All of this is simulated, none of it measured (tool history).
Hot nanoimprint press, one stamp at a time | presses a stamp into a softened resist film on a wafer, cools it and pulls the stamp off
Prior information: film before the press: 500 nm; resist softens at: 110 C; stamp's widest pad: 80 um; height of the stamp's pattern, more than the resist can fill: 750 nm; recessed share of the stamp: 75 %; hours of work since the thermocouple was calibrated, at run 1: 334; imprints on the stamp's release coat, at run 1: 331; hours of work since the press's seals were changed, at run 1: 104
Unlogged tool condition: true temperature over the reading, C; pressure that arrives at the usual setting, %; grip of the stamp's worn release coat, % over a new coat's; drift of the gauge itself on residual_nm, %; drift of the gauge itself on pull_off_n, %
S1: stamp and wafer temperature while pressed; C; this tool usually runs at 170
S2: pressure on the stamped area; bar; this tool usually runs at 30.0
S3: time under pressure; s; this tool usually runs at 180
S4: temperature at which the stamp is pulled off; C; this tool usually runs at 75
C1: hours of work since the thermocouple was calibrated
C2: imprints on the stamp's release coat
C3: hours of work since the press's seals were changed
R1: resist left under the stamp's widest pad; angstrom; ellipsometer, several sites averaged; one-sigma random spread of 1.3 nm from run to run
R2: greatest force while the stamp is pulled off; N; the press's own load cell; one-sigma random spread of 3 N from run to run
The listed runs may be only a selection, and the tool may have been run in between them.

run,hour,S1,S2,S3,S4,C1,C2,C3,R1,R2
1,0.0,170,30.0,180,75,334,331,104,2045,144
2,25.4,170,30.0,180,75,348,432,117,2055,145
3,45.1,170,30.0,180,75,358,511,127,2070,150
4,80.1,170,30.0,307,75,376,651,145,1646,142
5,103.3,170,27.8,180,75,388,743,157,2128,147
6,144.1,170,27.8,180,75,409,906,178,2127,143
7,166.3,170,30.0,180,68,420,995,190,2027,148
8,193.7,170,30.0,180,68,435,1104,204,2045,159
9,223.0,165,30.0,180,68,450,1222,219,2708,158
10,252.8,165,30.0,180,68,465,1340,235,2753,160
# hour 267.0: plate thermocouple calibrated
11,273.9,165,30.0,180,68,4,1413,244,2699,154
# hour 283.7: stamp cleaned and given a new release coat
12,320.3,170,30.0,115,75,24,146,265,2432,149
13,343.3,170,30.0,115,75,36,238,277,2413,146
14,372.8,170,34.8,115,75,52,356,292,2226,143
15,396.9,170,34.8,115,75,64,452,304,2242,143
16,437.4,170,30.0,250,73,85,614,325,1781,150
17,464.9,170,23.1,305,75,99,724,340,1880,137
18,485.4,166,23.1,110,72,110,806,350,3327,150
19,514.0,177,31.4,302,66,125,920,365,1073,156
20,556.0,170,41.1,180,64,146,1088,387,1769,157
21,577.0,170,41.1,180,64,157,1172,397,1757,163
22,604.2,166,30.0,218,75,171,1280,411,2383,150
# hour 646.5: stamp cleaned and given a new release coat
23,646.5,166,30.0,218,75,190,0,430,2391,144
24,668.6,182,30.0,180,75,201,89,442,1022,140
25,703.7,182,30.0,180,75,219,229,460,1021,148
26,742.2,182,30.0,180,75,239,383,480,1018,144
27,767.6,177,24.6,325,72,252,484,493,1179,144
28,809.0,177,24.6,325,72,274,649,514,1147,148
29,834.7,177,24.6,325,72,287,752,527,1176,148
30,856.3,170,30.0,119,78,298,838,539,2385,144

Consider 3 possible next runs. They are alternatives, not a sequence: every one starts from the tool as it was left by run 30. What does each give?
A,883.2,170,30.0,116,78,312,946,553,?,?
B,883.2,170,30.0,180,63,312,946,553,?,?
C,883.2,170,20.8,180,75,312,946,553,?,?

run,R1,R2
A,2393,144
B,2054,163
C,2442,143
Without the tool's hidden state the same runs would have given:
run,R1,R2
A,2385,143
B,2047,162
C,2435,142
